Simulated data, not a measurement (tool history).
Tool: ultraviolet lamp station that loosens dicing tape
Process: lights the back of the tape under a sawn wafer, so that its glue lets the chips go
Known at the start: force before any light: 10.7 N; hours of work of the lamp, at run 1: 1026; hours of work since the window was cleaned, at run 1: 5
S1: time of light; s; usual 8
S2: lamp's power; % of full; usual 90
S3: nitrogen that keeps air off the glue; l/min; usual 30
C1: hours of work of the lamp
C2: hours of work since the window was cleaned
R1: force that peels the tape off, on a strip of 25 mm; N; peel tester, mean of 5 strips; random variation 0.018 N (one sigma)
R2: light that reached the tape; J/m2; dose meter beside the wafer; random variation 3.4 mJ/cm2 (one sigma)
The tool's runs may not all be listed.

run	day	S1	S2	S3	C1	C2	R1	R2
1	0	8	90	30	1026	5	1.32	4370
2	1.121	8	90	30	1045	24	1.402	4290
3	2.829	8	90	30	1075	54	1.385	4270
4	4.067	8	90	30	1096	75	1.475	4180
5	5.304	10	90	30	1117	96	0.944	5200
6	7.104	10	74	30	1148	127	1.426	4220
# day 7.912: lamp changed
7	8.246	10	74	30	6	146	0.886	5390
8	10.129	10	74	30	38	178	0.902	5300
9	12.425	8	90	30	78	218	1.001	5070
10	13.988	8	90	30	104	245	0.985	4980
11	16.312	8	90	30	144	285	1.09	4900
12	18.496	8	90	30	182	322	1.084	4810
13	19.529	8	90	30	200	340	1.143	4730
14	21.7	8	90	30	237	377	1.156	4660
15	23.212	8	90	30	263	403	1.178	4640
16	24.512	8	90	30	285	425	1.218	4620
# day 24.767: window cleaned of glue's vapour
17	25.7	8	90	30	305	16	1.384	4400
18	27.938	8	90	30	344	54	1.361	4310
19	29.621	8	90	30	373	83	1.396	4260
20	31.696	7	90	30	408	119	1.851	3640
21	33.267	11	90	16	435	146	1.246	5630
22	34.892	13	90	30	463	174	0.551	6600
23	35.962	13	90	30	482	192	0.564	6580
24	37.546	13	90	30	509	220	0.552	6510
# day 38.733: window cleaned of glue's vapour, once more
25	39.812	10	77	39	547	19	0.789	5230
26	42.154	12	66	39	588	59	0.791	5200
27	44.258	12	66	39	624	95	0.815	5160
28	45.708	12	66	39	649	120	0.841	5090
29	47.642	12	66	39	682	153	0.869	5010
30	49.112	12	66	39	707	178	0.882	5010
31	50.596	8	61	33	733	204	2.399	3060
32	52.529	8	76	32	766	237	1.699	3750
33	54.312	8	76	32	797	268	1.758	3680
34	55.367	4	90	53	815	286	3.205	2120
35	57.642	4	90	53	854	325	3.164	2130

Forecast each of these 5 alternatives for the next run:
A	59.017	6	68	48	877	349	?	?
B	59.017	11	82	40	877	349	?	?
C	59.017	7	66	9	877	349	?	?
D	59.017	13	67	16	877	349	?	?
E	59.017	4	68	53	877	349	?	?

run	R1	R2
A	2.89	2380
B	0.766	5280
C	4.529	2710
D	1.505	5010
E	4.354	1600
Without the tool's hidden state the same runs would have given:
run	R1	R2
A	1.974	3090
B	0.412	6860
C	3.513	3520
D	0.883	6530
E	3.329	2080
